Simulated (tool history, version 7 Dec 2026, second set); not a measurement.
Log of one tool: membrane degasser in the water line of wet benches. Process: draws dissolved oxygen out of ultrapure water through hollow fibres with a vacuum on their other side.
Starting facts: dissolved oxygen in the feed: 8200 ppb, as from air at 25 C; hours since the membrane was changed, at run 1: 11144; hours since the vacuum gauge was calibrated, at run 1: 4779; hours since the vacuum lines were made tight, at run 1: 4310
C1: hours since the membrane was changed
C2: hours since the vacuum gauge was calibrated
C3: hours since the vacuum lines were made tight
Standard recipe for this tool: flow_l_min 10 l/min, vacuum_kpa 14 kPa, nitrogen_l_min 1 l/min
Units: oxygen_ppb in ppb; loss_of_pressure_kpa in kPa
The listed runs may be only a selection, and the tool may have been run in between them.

Run 1, hour 0: usual settings; C1 11144; C2 4779; C3 4310. Result: oxygen_ppb 357.2 ppb, loss_of_pressure_kpa 68.96 kPa.
At hour 97.2: vacuum gauge calibrated.
Run 2, hour 287.4: usual settings; C1 11431; C2 190; C3 4597. Result: oxygen_ppb 351.4 ppb, loss_of_pressure_kpa 69.26 kPa.
Run 3, hour 608.9: usual settings; C1 11753; C2 512; C3 4918. Result: oxygen_ppb 357.7 ppb, loss_of_pressure_kpa 69.18 kPa.
At hour 695.1: seals of the vacuum lines changed.
Run 4, hour 831.7: usual settings; C1 11974; C2 732; C3 137. Result: oxygen_ppb 349.4 ppb, loss_of_pressure_kpa 69.24 kPa.
Run 5, hour 1018.6: usual settings; C1 12160; C2 919; C3 323. Result: oxygen_ppb 352.7 ppb, loss_of_pressure_kpa 69.26 kPa.
Run 6, hour 1264.8: usual settings; C1 12407; C2 1166; C3 570. Result: oxygen_ppb 353.9 ppb, loss_of_pressure_kpa 68.85 kPa.
Run 7, hour 1590.5: usual settings; C1 12732; C2 1491; C3 895. Result: oxygen_ppb 348 ppb, loss_of_pressure_kpa 68.46 kPa.
Run 8, hour 1881.5: usual settings; C1 13023; C2 1782; C3 1186. Result: oxygen_ppb 352.2 ppb, loss_of_pressure_kpa 68.84 kPa.
Run 9, hour 2201.7: usual settings but vacuum_kpa 19.8 kPa; C1 13344; C2 2102; C3 1507. Result: oxygen_ppb 475.7 ppb, loss_of_pressure_kpa 68.85 kPa.
Run 10, hour 2404.9: usual settings; C1 13547; C2 2306; C3 1710. Result: oxygen_ppb 354.6 ppb, loss_of_pressure_kpa 68.48 kPa.
Run 11, hour 2660.7: usual settings; C1 13803; C2 2561; C3 1966. Result: oxygen_ppb 355.3 ppb, loss_of_pressure_kpa 68.32 kPa.
Run 12, hour 3015.6: usual settings but nitrogen_l_min 0.74 l/min; C1 14157; C2 2916; C3 2320. Result: oxygen_ppb 424.8 ppb, loss_of_pressure_kpa 68.48 kPa.
Run 13, hour 3302.6: usual settings but vacuum_kpa 23.2 kPa; C1 14445; C2 3203; C3 2608. Result: oxygen_ppb 552.4 ppb, loss_of_pressure_kpa 68.97 kPa.
At hour 3406.8: membrane cartridge changed.
Run 14, hour 3594.6: usual settings but vacuum_kpa 23.2 kPa; C1 188; C2 3491; C3 2896. Result: oxygen_ppb 545.9 ppb, loss_of_pressure_kpa 68.29 kPa.
Run 15, hour 3958.2: usual settings but vacuum_kpa 23.2 kPa; C1 551; C2 3855; C3 3259. Result: oxygen_ppb 548.2 ppb, loss_of_pressure_kpa 67.79 kPa.
Run 16, hour 4122.7: usual settings but vacuum_kpa 23.2 kPa; C1 716; C2 4020; C3 3424. Result: oxygen_ppb 547.4 ppb, loss_of_pressure_kpa 68.01 kPa.
Run 17, hour 4443.4: usual settings but flow_l_min 15 l/min, vacuum_kpa 12.3 kPa; C1 1037; C2 4340; C3 3744. Result: oxygen_ppb 492.7 ppb, loss_of_pressure_kpa 102.85 kPa.
Run 18, hour 4673.2: usual settings but flow_l_min 15 l/min, vacuum_kpa 12.3 kPa; C1 1266; C2 4570; C3 3974. Result: oxygen_ppb 489.2 ppb, loss_of_pressure_kpa 102.28 kPa.
Run 19, hour 4940.9: usual settings but flow_l_min 7 l/min, vacuum_kpa 12.3 kPa; C1 1534; C2 4838; C3 4242. Result: oxygen_ppb 206.8 ppb, loss_of_pressure_kpa 47.74 kPa.
At hour 4989.6: vacuum gauge calibrated.
Run 20, hour 5190.9: usual settings but flow_l_min 15 l/min, vacuum_kpa 9 kPa, nitrogen_l_min 0.41 l/min; C1 1784; C2 201; C3 4491. Result: oxygen_ppb 597.2 ppb, loss_of_pressure_kpa 101.59 kPa.
Run 21, hour 5534.6: usual settings but flow_l_min 13 l/min, nitrogen_l_min 0.76 l/min; C1 2127; C2 545; C3 4835. Result: oxygen_ppb 558.7 ppb, loss_of_pressure_kpa 88.51 kPa.
Run 22, hour 5684.9: usual settings but vacuum_kpa 15.6 kPa, nitrogen_l_min 0.43 l/min; C1 2278; C2 695; C3 4985. Result: oxygen_ppb 683.7 ppb, loss_of_pressure_kpa 68.1 kPa.
At hour 5720.2: seals of the vacuum lines changed.
Run 23, hour 6019.7: usual settings but flow_l_min 9 l/min; C1 2610; C2 1028; C3 299. Result: oxygen_ppb 311.7 ppb, loss_of_pressure_kpa 61 kPa.
Run 24, hour 6253.8: usual settings but flow_l_min 13 l/min; C1 2845; C2 1262; C3 534. Result: oxygen_ppb 461.9 ppb, loss_of_pressure_kpa 87.6 kPa.
Run 25, hour 6506.6: usual settings; C1 3097; C2 1515; C3 786. Result: oxygen_ppb 350.9 ppb, loss_of_pressure_kpa 67.76 kPa.

Selected run-to-run steps in loss_of_pressure_kpa, each split into two signed amounts: the part the tool would show with no hidden state at all (from settings, incoming material and random variation), and the remainder, which goes to the hidden state together with any gauge scatter not common to the measured and the hidden-state-free results:
The hidden state here: membrane still open, %; true pressure behind the membrane over the reading, kPa; air that leaks in behind the membrane, l/min; drift of the gauge itself on oxygen_ppb, %; drift of the gauge itself on loss_of_pressure_kpa, %.
Run 18 -> 19: flow_l_min 15 -> 7. loss_of_pressure_kpa -54.54 kPa: hidden state +0.71, all else -55.25.
Run 19 -> 20: flow_l_min 7 -> 15, vacuum_kpa 12.3 -> 9, nitrogen_l_min 1 -> 0.41, vacuum gauge calibrated. loss_of_pressure_kpa +53.85 kPa: hidden state -0.86, all else +54.71.

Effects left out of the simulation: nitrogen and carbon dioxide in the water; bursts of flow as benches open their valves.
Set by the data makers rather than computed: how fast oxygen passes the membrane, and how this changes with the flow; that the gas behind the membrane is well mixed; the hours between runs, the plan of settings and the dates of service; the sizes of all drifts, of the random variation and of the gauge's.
